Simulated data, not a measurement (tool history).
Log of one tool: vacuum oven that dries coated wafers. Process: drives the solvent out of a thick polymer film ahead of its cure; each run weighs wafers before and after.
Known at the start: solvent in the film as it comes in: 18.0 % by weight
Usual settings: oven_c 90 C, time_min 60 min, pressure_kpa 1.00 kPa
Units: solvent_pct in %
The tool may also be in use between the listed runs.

{"run": 1, "hour": 0.0, "oven_c": 90, "time_min": 60, "pressure_kpa": 1.0, "solvent_pct": 3.07}
{"run": 2, "hour": 18.7, "oven_c": 90, "time_min": 60, "pressure_kpa": 2.08, "solvent_pct": 4.0}
{"run": 3, "hour": 54.9, "oven_c": 90, "time_min": 60, "pressure_kpa": 2.08, "solvent_pct": 4.01}
{"run": 4, "hour": 93.0, "oven_c": 90, "time_min": 60, "pressure_kpa": 2.08, "solvent_pct": 4.03}
{"run": 5, "hour": 121.6, "oven_c": 90, "time_min": 60, "pressure_kpa": 2.08, "solvent_pct": 3.86}
{"run": 6, "hour": 156.1, "oven_c": 90, "time_min": 60, "pressure_kpa": 1.0, "solvent_pct": 3.18}
{"run": 7, "hour": 193.2, "oven_c": 90, "time_min": 106, "pressure_kpa": 1.0, "solvent_pct": 1.44}
{"run": 8, "hour": 215.3, "oven_c": 90, "time_min": 106, "pressure_kpa": 3.32, "solvent_pct": 3.55}
{"run": 9, "hour": 232.4, "oven_c": 90, "time_min": 106, "pressure_kpa": 3.32, "solvent_pct": 3.57}
{"run": 10, "hour": 253.9, "oven_c": 90, "time_min": 106, "pressure_kpa": 3.32, "solvent_pct": 3.71}
{"run": 11, "hour": 275.7, "oven_c": 90, "time_min": 60, "pressure_kpa": 1.0, "solvent_pct": 3.1}
{"run": 12, "hour": 306.4, "oven_c": 90, "time_min": 60, "pressure_kpa": 1.0, "solvent_pct": 3.27}
{"run": 13, "hour": 325.3, "oven_c": 90, "time_min": 84, "pressure_kpa": 1.0, "solvent_pct": 1.92}
{"run": 14, "hour": 355.7, "oven_c": 90, "time_min": 60, "pressure_kpa": 1.0, "solvent_pct": 3.18}
{"run": 15, "hour": 392.2, "oven_c": 90, "time_min": 60, "pressure_kpa": 1.0, "solvent_pct": 3.09}
{"run": 16, "hour": 421.9, "oven_c": 90, "time_min": 60, "pressure_kpa": 1.0, "solvent_pct": 3.1}
{"run": 17, "hour": 455.1, "oven_c": 101, "time_min": 42, "pressure_kpa": 2.18, "solvent_pct": 3.11}
{"run": 18, "hour": 489.1, "oven_c": 101, "time_min": 42, "pressure_kpa": 2.18, "solvent_pct": 2.99}
{"run": 19, "hour": 514.4, "oven_c": 101, "time_min": 42, "pressure_kpa": 2.18, "solvent_pct": 3.12}
{"run": 20, "hour": 551.9, "oven_c": 94, "time_min": 57, "pressure_kpa": 3.12, "solvent_pct": 4.19}
{"run": 21, "hour": 585.5, "oven_c": 94, "time_min": 57, "pressure_kpa": 1.65, "solvent_pct": 3.13}
{"run": 22, "hour": 619.2, "oven_c": 87, "time_min": 60, "pressure_kpa": 1.0, "solvent_pct": 3.82}
{"run": 23, "hour": 649.4, "oven_c": 98, "time_min": 57, "pressure_kpa": 1.22, "solvent_pct": 2.01}
{"run": 24, "hour": 681.1, "oven_c": 83, "time_min": 32, "pressure_kpa": 0.98, "solvent_pct": 7.91}
{"run": 25, "hour": 713.1, "oven_c": 83, "time_min": 32, "pressure_kpa": 0.98, "solvent_pct": 7.98}
{"run": 26, "hour": 745.7, "oven_c": 104, "time_min": 37, "pressure_kpa": 0.51, "solvent_pct": 2.17}
{"run": 27, "hour": 768.3, "oven_c": 95, "time_min": 60, "pressure_kpa": 2.95, "solvent_pct": 3.69}

Forecast each of these 5 alternatives for the next run:
{"run": "A", "hour": 796.1, "oven_c": 93, "time_min": 102, "pressure_kpa": 2.76, "solvent_pct": "?"}
{"run": "B", "hour": 796.1, "oven_c": 75, "time_min": 78, "pressure_kpa": 2.36, "solvent_pct": "?"}
{"run": "C", "hour": 796.1, "oven_c": 104, "time_min": 103, "pressure_kpa": 3.84, "solvent_pct": "?"}
{"run": "D", "hour": 796.1, "oven_c": 103, "time_min": 66, "pressure_kpa": 2.4, "solvent_pct": "?"}
{"run": "E", "hour": 796.1, "oven_c": 84, "time_min": 60, "pressure_kpa": 3.15, "solvent_pct": "?"}

run=A solvent_pct=2.68
run=B solvent_pct=7.73
run=C solvent_pct=2.20
run=D solvent_pct=1.91
run=E solvent_pct=6.63
Without the tool's hidden state the same runs would have given:
run=A solvent_pct=2.36
run=B solvent_pct=6.99
run=C solvent_pct=1.99
run=D solvent_pct=1.66
run=E solvent_pct=5.98
